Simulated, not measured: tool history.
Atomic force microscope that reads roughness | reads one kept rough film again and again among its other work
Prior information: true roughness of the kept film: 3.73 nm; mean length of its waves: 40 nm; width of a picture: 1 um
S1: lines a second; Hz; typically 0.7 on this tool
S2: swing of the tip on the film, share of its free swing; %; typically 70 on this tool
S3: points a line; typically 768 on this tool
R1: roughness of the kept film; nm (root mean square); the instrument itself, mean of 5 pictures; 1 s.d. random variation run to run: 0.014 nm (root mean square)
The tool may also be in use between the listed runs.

Run 1, hour 0: usual settings. Result: R1 3.246 nm (root mean square).
Run 2, hour 8: usual settings. Result: R1 3.235 nm (root mean square).
Run 3, hour 11.9: usual settings but S2 60 %. Result: R1 3.328 nm (root mean square).
Run 4, hour 20.2: usual settings but S2 60 %. Result: R1 3.328 nm (root mean square).
Run 5, hour 26.8: usual settings but S2 60 %. Result: R1 3.322 nm (root mean square).
Run 6, hour 30.9: usual settings but S2 60 %, S3 413. Result: R1 3.294 nm (root mean square).
Run 7, hour 35.5: usual settings but S2 60 %, S3 413. Result: R1 3.312 nm (root mean square).
Run 8, hour 41.7: usual settings. Result: R1 3.266 nm (root mean square).
Run 9, hour 50.8: usual settings but S1 1.773 Hz. Result: R1 3.062 nm (root mean square).
Run 10, hour 56.2: usual settings but S2 89 %. Result: R1 3.055 nm (root mean square).
At hour 62.4: new tip fitted.
Run 11, hour 62.4: usual settings but S2 89 %. Result: R1 3.049 nm (root mean square).
Run 12, hour 69.9: usual settings but S1 1.039 Hz, S2 89 %. Result: R1 2.888 nm (root mean square).
Run 13, hour 73.9: usual settings but S1 1.039 Hz, S2 89 %. Result: R1 2.885 nm (root mean square).
Run 14, hour 80.4: usual settings but S1 1.039 Hz, S2 89 %. Result: R1 2.919 nm (root mean square).
Run 15, hour 84.6: usual settings but S1 1.039 Hz, S2 89 %. Result: R1 2.893 nm (root mean square).
Run 16, hour 88.6: usual settings but S1 1.306 Hz. Result: R1 3.114 nm (root mean square).
Run 17, hour 96.8: usual settings but S1 1.306 Hz. Result: R1 3.128 nm (root mean square).
Run 18, hour 103.9: usual settings but S1 1.306 Hz. Result: R1 3.098 nm (root mean square).
Run 19, hour 112.3: usual settings but S1 1.306 Hz. Result: R1 3.167 nm (root mean square).
Run 20, hour 117: usual settings but S3 335. Result: R1 3.255 nm (root mean square).
Run 21, hour 121.9: usual settings but S3 335. Result: R1 3.253 nm (root mean square).
Run 22, hour 126.3: usual settings but S3 335. Result: R1 3.249 nm (root mean square).
At hour 129.8: new tip fitted.
Run 23, hour 135.6: usual settings but S1 2.492 Hz. Result: R1 2.947 nm (root mean square).
Run 24, hour 143.7: usual settings but S1 2.492 Hz. Result: R1 2.933 nm (root mean square).
Run 25, hour 149.4: usual settings but S1 2.492 Hz. Result: R1 2.921 nm (root mean square).
Run 26, hour 153.6: usual settings but S1 1.58 Hz, S2 63 %, S3 507. Result: R1 3.203 nm (root mean square).
Run 27, hour 161.4: usual settings but S1 3.541 Hz, S2 89 %, S3 891. Result: R1 2.121 nm (root mean square).
Run 28, hour 169.4: usual settings but S1 3.541 Hz, S2 89 %, S3 891. Result: R1 2.124 nm (root mean square).
Run 29, hour 177.5: usual settings but S2 82 %, S3 477. Result: R1 3.132 nm (root mean square).
Run 30, hour 183.3: usual settings but S2 82 %, S3 477. Result: R1 3.121 nm (root mean square).
Run 31, hour 187.2: usual settings but S2 57 %, S3 833. Result: R1 3.339 nm (root mean square).
Run 32, hour 191.7: usual settings but S1 1.335 Hz, S2 69 %, S3 264. Result: R1 3.114 nm (root mean square).
At hour 197.4: new tip fitted.
Run 33, hour 199: usual settings but S2 89 %, S3 648. Result: R1 3.05 nm (root mean square).
Run 34, hour 207: usual settings but S2 89 %, S3 648. Result: R1 3.026 nm (root mean square).
Run 35, hour 212.9: usual settings but S1 2.933 Hz, S2 71 %, S3 989. Result: R1 2.829 nm (root mean square).
Run 36, hour 222.2: usual settings but S1 1.006 Hz, S2 68 %, S3 388. Result: R1 3.222 nm (root mean square).

Expected results for the next run?
Run 37, hour 230.6: usual settings but S1 1.554 Hz, S2 80 %, S3 348. Result: R1 ?.

For run 37 the tool returned R1 2.888 nm (root mean square).
Take away the tool's hidden state, keep the run-to-run variation as it was, and the same run would have given R1 2.894 nm (root mean square).

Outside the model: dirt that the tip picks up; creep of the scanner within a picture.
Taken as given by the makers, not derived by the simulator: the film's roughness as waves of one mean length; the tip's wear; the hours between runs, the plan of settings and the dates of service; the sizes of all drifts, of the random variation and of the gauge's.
